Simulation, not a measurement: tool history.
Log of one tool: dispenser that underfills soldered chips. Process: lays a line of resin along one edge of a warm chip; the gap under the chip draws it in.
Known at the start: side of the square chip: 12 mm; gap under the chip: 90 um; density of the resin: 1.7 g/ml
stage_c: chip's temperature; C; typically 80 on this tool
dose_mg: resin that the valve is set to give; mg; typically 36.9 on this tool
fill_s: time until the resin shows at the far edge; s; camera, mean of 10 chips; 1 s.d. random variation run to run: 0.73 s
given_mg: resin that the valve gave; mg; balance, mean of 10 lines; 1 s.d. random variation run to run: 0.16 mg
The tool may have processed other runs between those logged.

run,hour,stage_c,dose_mg,fill_s,given_mg
1,0,80,36.9,76.1,35.37
2,5,80,36.9,94.8,35.43
# hour 6.5: dispensing valve cleaned and set on the balance
3,9.8,90,36.9,85,36.72
# hour 13.9: new syringe of resin
4,14,80,36.9,68.9,36.88
5,18.2,80,36.9,82.2,36.73
6,22.8,80,36.9,102.9,36.55
7,29.4,77,36.9,153.2,36.43
# hour 29.9: new syringe of resin
8,36.2,77,36.9,101.2,36.27
9,41.3,77,36.9,127.6,36.35
# hour 45.8: new syringe of resin
10,46.2,80,36,69.6,35.49
11,49.7,90,36,61,35.45
12,53.5,80,32.5,99.4,32.09
13,59.2,77,36.9,138.5,35.98
# hour 61.9: new syringe of resin
14,64.3,77,41.8,83.5,40.69
15,69.6,77,41.8,106.3,40.89
16,73.2,80,36.9,111.7,35.87
17,77.2,80,36.9,135.8,36
# hour 77.8: new syringe of resin
18,82.1,79,36.9,85.7,35.61
19,86.3,72,36.9,130.8,36.05
20,92.5,72,36.9,173.6,35.78
# hour 93.7: new syringe of resin
21,95.9,68,34.7,111.7,33.6
22,99.2,68,46,125.7,44.08
23,102.5,91,40.2,73.5,38.78
# hour 106.8: dispensing valve cleaned and set on the balance
24,109.8,80,34.2,138.2,33.96
# hour 110.9: new syringe of resin
25,116,84,46.9,74.5,46.76
26,121.2,69,33.5,155.5,33.21
# hour 126.7: new syringe of resin
27,127.6,69,33.5,102.2,33.44
28,133.8,69,33.5,139.8,33.05
29,139,81,40.1,117.3,39.61
30,142,88,38,110.4,37.33
# hour 142.7: new syringe of resin
31,145.8,88,38,62.9,37.38
32,150.9,88,38,80.3,37.17
33,155.8,85,42.6,108.6,41.98
# hour 158.7: new syringe of resin
34,161.6,85,42.6,67.2,41.53
35,168,92,32.6,76.2,31.71
# hour 174.6: new syringe of resin
36,174.8,73,43.2,83.9,41.78

What if the next run were any one of these 3? Each begins from the tool's condition after run 36:
A,179.3,71,41.6,?,?
B,179.3,77,35.3,?,?
C,179.3,67,44.9,?,?

run,fill_s,given_mg
A,109.8,40.52
B,91.9,34.25
C,125.4,43.65
Had the tool no hidden state, the same runs would have come out as:
run,fill_s,given_mg
A,86.5,41.71
B,72.3,35.26
C,98.8,44.94

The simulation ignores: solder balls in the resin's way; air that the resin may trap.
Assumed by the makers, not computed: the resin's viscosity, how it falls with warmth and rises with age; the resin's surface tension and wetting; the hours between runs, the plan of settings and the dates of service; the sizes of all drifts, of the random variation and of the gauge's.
